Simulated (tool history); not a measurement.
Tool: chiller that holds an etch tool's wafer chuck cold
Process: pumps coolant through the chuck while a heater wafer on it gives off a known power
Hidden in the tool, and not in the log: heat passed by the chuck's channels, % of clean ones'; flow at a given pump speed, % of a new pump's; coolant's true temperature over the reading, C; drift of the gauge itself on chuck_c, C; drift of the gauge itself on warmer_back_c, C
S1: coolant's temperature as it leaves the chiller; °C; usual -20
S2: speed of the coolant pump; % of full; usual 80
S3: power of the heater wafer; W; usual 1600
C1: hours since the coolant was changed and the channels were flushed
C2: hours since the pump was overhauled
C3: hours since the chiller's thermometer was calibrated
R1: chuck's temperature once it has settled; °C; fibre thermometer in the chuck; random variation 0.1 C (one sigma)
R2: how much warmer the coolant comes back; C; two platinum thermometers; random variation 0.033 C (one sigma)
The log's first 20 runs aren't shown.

Run 21, day 36.267: usual settings but S2 74 % of full, S3 1202 W; C1 1465; C2 1234; C3 1311. Result: R1 -10.8 °C, R2 3.75 C.
At day 37.825: gauge calibrated.
Run 22, day 38.158: usual settings but S2 82 % of full, S3 1536 W; C1 1510; C2 1280; C3 1356. Result: R1 -8.9 °C, R2 3.93 C.
Run 23, day 39.233: usual settings but S2 82 % of full, S3 1536 W; C1 1536; C2 1305; C3 1382. Result: R1 -8.7 °C, R2 3.93 C.
Run 24, day 40.762: usual settings but S1 -24 °C, S2 76 % of full, S3 883 W; C1 1573; C2 1342; C3 1419. Result: R1 -17.2 °C, R2 2.46 C.
Run 25, day 42.692: usual settings but S1 -24 °C, S2 76 % of full, S3 883 W; C1 1619; C2 1388; C3 1465. Result: R1 -17.2 °C, R2 2.52 C.
Run 26, day 43.983: usual settings but S1 -14 °C; C1 1650; C2 1419; C3 1496. Result: R1 -2.3 °C, R2 4.23 C.
Run 27, day 45.979: usual settings but S1 -14 °C, S2 73 % of full, S3 1526 W; C1 1698; C2 1467; C3 1544. Result: R1 -2.3 °C, R2 4.58 C.
Run 28, day 48.062: usual settings but S1 -24 °C, S2 85 % of full; C1 1748; C2 1517; C3 1594. Result: R1 -12.6 °C, R2 4.05 C.
Run 29, day 49.767: usual settings but S1 -21 °C, S2 75 % of full, S3 947 W; C1 1789; C2 1558; C3 1635. Result: R1 -13.8 °C, R2 2.78 C.
Run 30, day 50.733: usual settings but S1 -10 °C, S2 69 % of full, S3 1725 W; C1 1812; C2 1581; C3 1658. Result: R1 3.8 °C, R2 5.45 C.
Run 31, day 51.975: usual settings but S1 -25 °C, S2 69 % of full, S3 1725 W; C1 1842; C2 1611; C3 1688. Result: R1 -11.2 °C, R2 5.45 C.

4 ways to go on from here, each from the tool as it stands after run 31. What would each give?
Run A, day 54.333: usual settings but S1 -25 °C, S2 68 % of full, S3 1725 W; C1 1898; C2 1668; C3 1745. Result: R1 ?, R2 ?.
Run B, day 54.333: usual settings but S1 -25 °C, S2 69 % of full, S3 2215 W; C1 1898; C2 1668; C3 1745. Result: R1 ?, R2 ?.
Run C, day 54.333: usual settings but S3 957 W; C1 1898; C2 1668; C3 1745. Result: R1 ?, R2 ?.
Run D, day 54.333: usual settings but S2 99 % of full, S3 948 W; C1 1898; C2 1668; C3 1745. Result: R1 ?, R2 ?.

run     R1    R2
  A  -11.1  5.52
  B   -7.2  6.99
  C    -13   2.7
  D    -14  2.09
Without the tool's hidden state the same runs would have given:
run     R1    R2
  A  -11.1  5.38
  B   -7.2  6.85
  C    -13  2.55
  D    -14  1.95

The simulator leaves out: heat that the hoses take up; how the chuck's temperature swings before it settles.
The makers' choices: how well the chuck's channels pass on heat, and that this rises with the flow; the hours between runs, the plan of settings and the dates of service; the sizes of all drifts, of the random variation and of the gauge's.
